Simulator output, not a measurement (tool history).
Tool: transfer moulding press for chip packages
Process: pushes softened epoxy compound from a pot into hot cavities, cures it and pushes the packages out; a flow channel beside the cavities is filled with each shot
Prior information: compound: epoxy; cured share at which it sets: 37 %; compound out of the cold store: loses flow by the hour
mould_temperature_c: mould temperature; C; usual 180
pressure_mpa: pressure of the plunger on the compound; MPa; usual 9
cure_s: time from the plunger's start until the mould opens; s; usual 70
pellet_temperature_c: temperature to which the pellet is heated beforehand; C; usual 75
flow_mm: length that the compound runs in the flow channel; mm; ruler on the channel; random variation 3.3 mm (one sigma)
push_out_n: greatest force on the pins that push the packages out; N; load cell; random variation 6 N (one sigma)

run    hour  mould_temperature_c  pressure_mpa  cure_s  pellet_temperature_c  incoming compound's hours out of the cold store  flow_mm  push_out_n
  1       0                  180             9      70                    75                                             34.1      626         250
       45.1  -- cavities cleaned with cleaning compound and waxed
  2    67.3                  180             9      70                    75                                             16.8      670         280
       98.4  -- cavities cleaned with cleaning compound and waxed
      151.2  -- cavities cleaned with cleaning compound and waxed
  3   158.7                  180             9      70                    75                                             36.4      608         231
      208.4  -- cavities cleaned with cleaning compound and waxed
  4     243                  180             9      70                    75                                             42.9      574         289
      250.2  -- plunger's sealing rings changed
      263.6  -- cavities cleaned with cleaning compound and waxed
      289.5  -- mould's thermocouples calibrated
      323.1  -- cavities cleaned with cleaning compound and waxed
  5   327.3                  180             9      70                    75                                             47.5      583         225
      379.2  -- cavities cleaned with cleaning compound and waxed
  6   411.2                  180             9      70                    75                                             40.9      595         284
      439.1  -- cavities cleaned with cleaning compound and waxed
      497.2  -- cavities cleaned with cleaning compound and waxed
  7   506.1                  184             9      70                    75                                             42.5      575         212
      550.2  -- cavities cleaned with cleaning compound and waxed
      567.7  -- plunger's sealing rings changed
  8   595.4                  184             9      70                    75                                             42.3      592         259
      608.7  -- cavities cleaned with cleaning compound and waxed
        663  -- cavities cleaned with cleaning compound and waxed
  9   664.6                  172          9.02      68                    75                                             28.4      659         421
        720  -- cavities cleaned with cleaning compound and waxed
 10   726.9                  172          9.02      68                    75                                             39.4      615         420
      774.2  -- cavities cleaned with cleaning compound and waxed
 11   820.1                  172          9.02      68                    75                                             15.6      692         594
      832.2  -- cavities cleaned with cleaning compound and waxed
 12     865                  172          9.02      68                    75                                             15.4      685         587
      881.7  -- plunger's sealing rings changed
      889.3  -- cavities cleaned with cleaning compound and waxed
      942.7  -- cavities cleaned with cleaning compound and waxed
 13   952.5                  172          10.3      68                    84                                             43.2      648         416
 14   992.3                  172          10.3      68                    84                                              8.6      783         605
      998.7  -- cavities cleaned with cleaning compound and waxed
     1053.2  -- cavities cleaned with cleaning compound and waxed
 15  1060.8                  180          8.38      70                    79                                             10.6      673         249

Predict each of these 5 candidate next runs independently; none follows another, all start after run 15:
     1110.4  -- cavities cleaned with cleaning compound and waxed
  A  1125                  173          8.38      70                    79                                             47.6        ?           ?
     1110.4  -- cavities cleaned with cleaning compound and waxed
  B  1125                  180         10.72     108                    75                                             38.1        ?           ?
     1110.4  -- cavities cleaned with cleaning compound and waxed
  C  1125                  185           7.5      94                    75                                             11.4        ?           ?
     1110.4  -- cavities cleaned with cleaning compound and waxed
  D  1125                  180         10.59      70                    73                                             25.9        ?           ?
     1110.4  -- cavities cleaned with cleaning compound and waxed
  E  1125                  185             9      65                    75                                             47.7        ?           ?

run  flow_mm  push_out_n
  A      563         386
  B      654         184
  C      614         197
  D      694         268
  E      562         224
Without the tool's unlogged condition, the same runs would have read:
run  flow_mm  push_out_n
  A      584         338
  B      678         153
  C      637         165
  D      720         233
  E      583         192
